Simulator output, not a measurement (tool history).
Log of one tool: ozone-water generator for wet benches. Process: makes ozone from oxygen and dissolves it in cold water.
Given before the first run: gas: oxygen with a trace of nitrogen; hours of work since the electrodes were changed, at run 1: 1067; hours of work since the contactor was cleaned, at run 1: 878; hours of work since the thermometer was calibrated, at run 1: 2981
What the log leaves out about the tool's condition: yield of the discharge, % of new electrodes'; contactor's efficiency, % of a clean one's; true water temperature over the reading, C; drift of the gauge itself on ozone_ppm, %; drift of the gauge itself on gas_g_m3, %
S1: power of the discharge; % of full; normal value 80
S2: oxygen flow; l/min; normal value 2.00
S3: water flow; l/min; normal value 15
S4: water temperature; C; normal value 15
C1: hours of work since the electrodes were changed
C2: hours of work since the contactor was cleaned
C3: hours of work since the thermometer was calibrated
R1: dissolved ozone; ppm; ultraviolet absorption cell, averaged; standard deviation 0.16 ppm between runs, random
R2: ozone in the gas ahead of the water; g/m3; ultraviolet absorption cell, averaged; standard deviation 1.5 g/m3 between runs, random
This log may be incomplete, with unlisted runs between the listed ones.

run 1 hour=0.0 | S1=80 S2=2.00 S3=15 S4=15 | C1=1067 C2=878 C3=2981 | R1=21.0 R2=279.1
run 2 hour=56.5 | S1=80 S2=2.00 S3=15 S4=15 | C1=1109 C2=920 C3=3023 | R1=21.2 R2=277.8
run 3 hour=105.1 | S1=80 S2=2.00 S3=15 S4=15 | C1=1144 C2=956 C3=3059 | R1=21.0 R2=277.7
run 4 hour=138.0 | S1=80 S2=2.00 S3=15 S4=15 | C1=1169 C2=980 C3=3083 | R1=21.0 R2=278.4
run 5 hour=189.3 | S1=80 S2=2.00 S3=15 S4=15 | C1=1207 C2=1018 C3=3121 | R1=21.0 R2=276.6
run 6 hour=225.3 | S1=80 S2=2.00 S3=15 S4=15 | C1=1233 C2=1044 C3=3147 | R1=20.9 R2=277.8
run 7 hour=260.3 | S1=80 S2=2.00 S3=18 S4=15 | C1=1259 C2=1070 C3=3173 | R1=17.4 R2=280.0
run 8 hour=297.2 | S1=80 S2=2.00 S3=18 S4=15 | C1=1286 C2=1097 C3=3200 | R1=17.7 R2=277.7
run 9 hour=346.5 | S1=80 S2=2.00 S3=15 S4=15 | C1=1322 C2=1133 C3=3237 | R1=21.1 R2=276.8
run 10 hour=387.9 | S1=80 S2=2.00 S3=15 S4=15 | C1=1353 C2=1164 C3=3267 | R1=21.1 R2=276.5
run 11 hour=416.1 | S1=80 S2=2.00 S3=15 S4=15 | C1=1374 C2=1185 C3=3288 | R1=21.1 R2=277.9
run 12 hour=439.8 | S1=80 S2=2.00 S3=15 S4=15 | C1=1391 C2=1202 C3=3305 | R1=21.0 R2=278.2
run 13 hour=468.7 | S1=80 S2=1.70 S3=15 S4=15 | C1=1412 C2=1224 C3=3327 | R1=19.7 R2=294.4
run 14 hour=516.3 | S1=80 S2=1.70 S3=15 S4=15 | C1=1448 C2=1259 C3=3362 | R1=19.9 R2=292.1
run 15 hour=568.0 | S1=80 S2=1.70 S3=15 S4=15 | C1=1486 C2=1297 C3=3400 | R1=19.9 R2=292.7
run 16 hour=593.6 | S1=80 S2=1.70 S3=15 S4=15 | C1=1504 C2=1316 C3=3419 | R1=19.7 R2=291.3
run 17 hour=636.3 | S1=80 S2=2.00 S3=15 S4=15 | C1=1536 C2=1347 C3=3450 | R1=21.2 R2=277.7
run 18 hour=664.5 | S1=62 S2=2.00 S3=15 S4=23 | C1=1557 C2=1368 C3=3471 | R1=15.9 R2=228.3
run 19 hour=708.4 | S1=44 S2=2.82 S3=24 S4=10 | C1=1589 C2=1400 C3=3503 | R1=9.9 R2=155.0
run 20 hour=741.3 | S1=44 S2=2.82 S3=24 S4=10 | C1=1613 C2=1424 C3=3528 | R1=9.6 R2=155.5
run 21 hour=787.7 | S1=76 S2=2.00 S3=10 S4=9 | C1=1648 C2=1459 C3=3562 | R1=31.3 R2=266.6
run 22 hour=821.6 | S1=54 S2=2.00 S3=10 S4=9 | C1=1673 C2=1484 C3=3587 | R1=24.0 R2=205.6
run 23 hour=866.5 | S1=46 S2=1.63 S3=19 S4=10 | C1=1706 C2=1517 C3=3620 | R1=10.2 R2=193.5
run 24 hour=918.7 | S1=46 S2=1.63 S3=19 S4=10 | C1=1744 C2=1555 C3=3658 | R1=10.3 R2=195.3
run 25 hour=962.2 | S1=46 S2=1.94 S3=19 S4=8 | C1=1776 C2=1587 C3=3690 | R1=11.2 R2=181.3
run 26 hour=1018.4 | S1=46 S2=1.94 S3=19 S4=8 | C1=1818 C2=1629 C3=3732 | R1=11.2 R2=183.4
run 27 hour=1056.4 | S1=46 S2=1.94 S3=19 S4=8 | C1=1846 C2=1657 C3=3760 | R1=11.0 R2=184.1
run 28 hour=1100.0 | S1=64 S2=2.00 S3=15 S4=15 | C1=1878 C2=1689 C3=3792 | R1=17.6 R2=234.1
run 29 hour=1124.0 | S1=64 S2=3.10 S3=15 S4=8 | C1=1895 C2=1706 C3=3810 | R1=22.2 R2=202.2
run 30 hour=1148.2 | S1=64 S2=3.13 S3=18 S4=8 | C1=1913 C2=1724 C3=3827 | R1=18.7 R2=201.8
run 31 hour=1198.4 | S1=80 S2=2.00 S3=22 S4=15 | C1=1950 C2=1761 C3=3864 | R1=14.3 R2=277.0
run 32 hour=1239.3 | S1=80 S2=2.00 S3=22 S4=15 | C1=1980 C2=1792 C3=3895 | R1=14.1 R2=274.9

The next listed run, before its measurement:
run 33 hour=1281.9 | S1=80 S2=2.00 S3=22 S4=15 | C1=2012 C2=1823 C3=3926 | R1=? R2=?

R1: 14.1 ppm
R2: 277.2 g/m3
If the tool had no hidden condition, the same run with the same run-to-run variation would have returned R1 14.1 ppm, R2 277.3 g/m3.
